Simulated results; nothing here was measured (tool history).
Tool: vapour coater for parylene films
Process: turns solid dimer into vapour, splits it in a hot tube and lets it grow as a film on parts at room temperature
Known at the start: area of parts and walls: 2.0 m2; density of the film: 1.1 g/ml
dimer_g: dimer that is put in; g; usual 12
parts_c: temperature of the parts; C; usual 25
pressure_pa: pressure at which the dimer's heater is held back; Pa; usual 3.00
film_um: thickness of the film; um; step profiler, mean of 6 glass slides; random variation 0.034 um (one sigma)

run    hour  dimer_g  parts_c  pressure_pa  film_um
  1     0.0       12       25         3.00     3.29
  2    55.2       12       25         3.00     3.23
  3   100.0       21       25         3.00     5.70
  4   147.8       21       25         3.00     5.54
  5   180.5       21       35         3.00     4.71
  6   212.2       15       25         3.00     3.88
  7   276.1       12       25         3.00     3.08
  8   344.3       12       25         3.00     3.02
  9   390.0       13       25         3.00     3.29
      409.0  -- trap's valve overhauled
 10   454.9       13       25         3.00     3.68
 11   521.2       13       25         3.00     3.65
 12   583.3       13       25         3.00     3.59
 13   631.0       13       25         3.00     3.59
 14   693.1       12       25         3.00     3.29
 15   724.7        9       25         3.00     2.39
 16   778.5        7       25         3.00     1.87
 17   827.1        7       25         3.00     1.86
 18   877.7        7       25         3.00     1.81
 19   940.8        7       25         3.00     1.80
 20   994.0        7       25         3.00     1.77
     1021.2  -- trap's valve overhauled
 21  1036.1       12       36         3.00     2.91
 22  1073.9       12       36         3.00     2.89
 23  1140.2       12       36         3.00     2.85
 24  1190.3        7       28         2.46     1.91
 25  1239.4        5       28         3.58     1.26
 26  1284.5       15       30         3.00     3.81
 27  1326.0        7       25         4.02     1.87
 28  1374.4       12       25         2.20     3.36
 29  1414.5       12       25         2.20     3.21
 30  1446.5       12       25         2.20     3.24
 31  1502.0       12       25         2.20     3.19
 32  1544.9       12       22         2.03     3.31
 33  1605.2       18       21         5.26     4.55
     1632.9  -- trap's valve overhauled
 34  1659.4        6       25         9.09     1.59
 35  1709.8       12       29         3.27     3.22
 36  1771.1       12       29         3.27     3.23

The next listed run, before its measurement:
 37  1837.6       20       35         8.50        ?

{"run 37": {"film_um": 4.27}}
Without the tool's hidden state the same run would have given film_um 4.39 um.
